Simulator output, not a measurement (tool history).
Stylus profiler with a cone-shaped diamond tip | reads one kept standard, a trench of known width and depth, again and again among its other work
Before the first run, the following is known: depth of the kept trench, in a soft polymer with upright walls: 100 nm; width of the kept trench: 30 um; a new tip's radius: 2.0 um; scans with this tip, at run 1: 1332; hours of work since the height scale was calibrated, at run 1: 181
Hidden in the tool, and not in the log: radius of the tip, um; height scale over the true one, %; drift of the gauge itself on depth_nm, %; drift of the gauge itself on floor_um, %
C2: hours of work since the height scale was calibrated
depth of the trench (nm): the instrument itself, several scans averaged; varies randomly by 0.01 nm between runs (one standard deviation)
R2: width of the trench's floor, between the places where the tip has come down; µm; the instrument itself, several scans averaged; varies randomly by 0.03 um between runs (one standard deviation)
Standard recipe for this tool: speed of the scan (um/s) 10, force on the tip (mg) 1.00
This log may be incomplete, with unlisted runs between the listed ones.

Run 1, hour 0.0: usual settings; scans with this tip 1332; C2 181. Result: depth of the trench (nm) 100.95, R2 28.57 µm.
Run 2, hour 8.9: usual settings; scans with this tip 1369; C2 186. Result: depth of the trench (nm) 100.96, R2 28.56 µm.
Run 3, hour 20.0: usual settings; scans with this tip 1415; C2 192. Result: depth of the trench (nm) 100.97, R2 28.58 µm.
Run 4, hour 28.4: usual settings; scans with this tip 1450; C2 197. Result: depth of the trench (nm) 100.94, R2 28.53 µm.
At hour 29.9: height scale calibrated on a step standard.
Run 5, hour 41.1: usual settings but speed of the scan (um/s) 11; scans with this tip 1500; C2 6. Result: depth of the trench (nm) 100.97, R2 28.58 µm.
Run 6, hour 55.0: usual settings but speed of the scan (um/s) 5; scans with this tip 1557; C2 14. Result: depth of the trench (nm) 100.97, R2 28.61 µm.
Run 7, hour 64.0: usual settings but speed of the scan (um/s) 5; scans with this tip 1594; C2 19. Result: depth of the trench (nm) 100.97, R2 28.66 µm.
Run 8, hour 71.8: usual settings but speed of the scan (um/s) 17, force on the tip (mg) 2.19; scans with this tip 1626; C2 23. Result: depth of the trench (nm) 101.63, R2 28.60 µm.
Run 9, hour 82.4: usual settings but speed of the scan (um/s) 17, force on the tip (mg) 2.19; scans with this tip 1670; C2 29. Result: depth of the trench (nm) 101.62, R2 28.50 µm.
Run 10, hour 96.4: usual settings but speed of the scan (um/s) 17, force on the tip (mg) 2.19; scans with this tip 1728; C2 37. Result: depth of the trench (nm) 101.61, R2 28.57 µm.
At hour 103.5: height scale calibrated on a step standard, once more.
Run 11, hour 104.8: usual settings but speed of the scan (um/s) 2, force on the tip (mg) 0.51; scans with this tip 1760; C2 1. Result: depth of the trench (nm) 100.59, R2 28.66 µm.
Run 12, hour 116.0: usual settings but speed of the scan (um/s) 2, force on the tip (mg) 0.51; scans with this tip 1806; C2 7. Result: depth of the trench (nm) 100.60, R2 28.64 µm.
Run 13, hour 130.3: usual settings but force on the tip (mg) 0.47; scans with this tip 1865; C2 15. Result: depth of the trench (nm) 100.55, R2 28.50 µm.

How would selected steps in R2 from run to run divide? Give the signed amount a tool lacking its hidden state would still show from settings, what came in and random variation, and the signed amount left for the hidden state, including any gauge scatter that is not in both of the compared results.
Run 2 -> 3: no setting touched and nothing written in the log between the runs. R2 +0.02 µm: hidden state +0.01, all else +0.01.
Run 12 -> 13: speed of the scan (um/s) 2 -> 10, force on the tip (mg) 0.51 -> 0.47. R2 -0.14 µm: hidden state +0.00, all else -0.14.
